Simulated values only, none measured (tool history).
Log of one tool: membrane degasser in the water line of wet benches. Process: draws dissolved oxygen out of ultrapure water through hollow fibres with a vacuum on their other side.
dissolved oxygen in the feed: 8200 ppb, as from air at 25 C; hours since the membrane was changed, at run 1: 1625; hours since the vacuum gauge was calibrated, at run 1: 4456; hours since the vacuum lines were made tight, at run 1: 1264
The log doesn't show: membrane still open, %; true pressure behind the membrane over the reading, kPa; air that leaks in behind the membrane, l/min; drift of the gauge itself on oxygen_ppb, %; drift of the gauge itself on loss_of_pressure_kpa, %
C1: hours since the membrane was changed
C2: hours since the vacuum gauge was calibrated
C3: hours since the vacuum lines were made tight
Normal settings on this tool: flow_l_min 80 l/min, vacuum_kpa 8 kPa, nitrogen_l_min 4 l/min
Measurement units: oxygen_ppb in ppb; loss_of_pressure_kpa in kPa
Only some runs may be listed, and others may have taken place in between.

Run 1, hour 0: usual settings; C1 1625; C2 4456; C3 1264. Result: oxygen_ppb 220.2 ppb, loss_of_pressure_kpa 69.04 kPa.
Run 2, hour 36.8: usual settings; C1 1661; C2 4492; C3 1300. Result: oxygen_ppb 218.7 ppb, loss_of_pressure_kpa 68.68 kPa.
Run 3, hour 80.1: usual settings; C1 1705; C2 4536; C3 1344. Result: oxygen_ppb 219.1 ppb, loss_of_pressure_kpa 69.16 kPa.
Run 4, hour 115.7: usual settings; C1 1740; C2 4571; C3 1379. Result: oxygen_ppb 218.5 ppb, loss_of_pressure_kpa 68.73 kPa.
Run 5, hour 145.8: usual settings; C1 1771; C2 4601; C3 1409. Result: oxygen_ppb 220.8 ppb, loss_of_pressure_kpa 68.52 kPa.
Run 6, hour 192.8: usual settings; C1 1817; C2 4648; C3 1456. Result: oxygen_ppb 220.6 ppb, loss_of_pressure_kpa 69 kPa.
Run 7, hour 214.6: usual settings; C1 1839; C2 4670; C3 1478. Result: oxygen_ppb 220 ppb, loss_of_pressure_kpa 69.29 kPa.
Run 8, hour 263.5: usual settings but vacuum_kpa 7.92 kPa, nitrogen_l_min 2.34 l/min; C1 1888; C2 4719; C3 1527. Result: oxygen_ppb 335.3 ppb, loss_of_pressure_kpa 69.51 kPa.
Run 9, hour 285.2: usual settings but vacuum_kpa 7.92 kPa, nitrogen_l_min 2.34 l/min; C1 1910; C2 4741; C3 1549. Result: oxygen_ppb 335.5 ppb, loss_of_pressure_kpa 69.4 kPa.
Run 10, hour 337: usual settings but vacuum_kpa 7.92 kPa, nitrogen_l_min 2.34 l/min; C1 1962; C2 4793; C3 1601. Result: oxygen_ppb 336.1 ppb, loss_of_pressure_kpa 69.24 kPa.
Run 11, hour 366.8: usual settings but vacuum_kpa 7.92 kPa, nitrogen_l_min 2.34 l/min; C1 1991; C2 4822; C3 1630. Result: oxygen_ppb 336.4 ppb, loss_of_pressure_kpa 69.4 kPa.

Here are 4 independent what-if runs from the current tool condition. What would each one return?
Run A, hour 400.6: usual settings but flow_l_min 65 l/min, vacuum_kpa 8.12 kPa, nitrogen_l_min 6.13 l/min; C1 2025; C2 4856; C3 1664. Result: oxygen_ppb ?, loss_of_pressure_kpa ?.
Run B, hour 400.6: usual settings but vacuum_kpa 6.59 kPa; C1 2025; C2 4856; C3 1664. Result: oxygen_ppb ?, loss_of_pressure_kpa ?.
Run C, hour 400.6: usual settings but flow_l_min 66 l/min, vacuum_kpa 16.26 kPa, nitrogen_l_min 3.22 l/min; C1 2025; C2 4856; C3 1664. Result: oxygen_ppb ?, loss_of_pressure_kpa ?.
Run D, hour 400.6: usual settings but flow_l_min 59 l/min, vacuum_kpa 9.33 kPa, nitrogen_l_min 2.91 l/min; C1 2025; C2 4856; C3 1664. Result: oxygen_ppb ?, loss_of_pressure_kpa ?.

run  oxygen_ppb  loss_of_pressure_kpa
  A       125.6                  55.9
  B       159.4                 68.65
  C       567.4                 56.95
  D       274.9                 50.68
Without the tool's hidden state the same runs would have given:
run  oxygen_ppb  loss_of_pressure_kpa
  A       122.5                 55.53
  B       153.8                  68.2
  C       562.3                 56.57
  D       269.6                 50.35
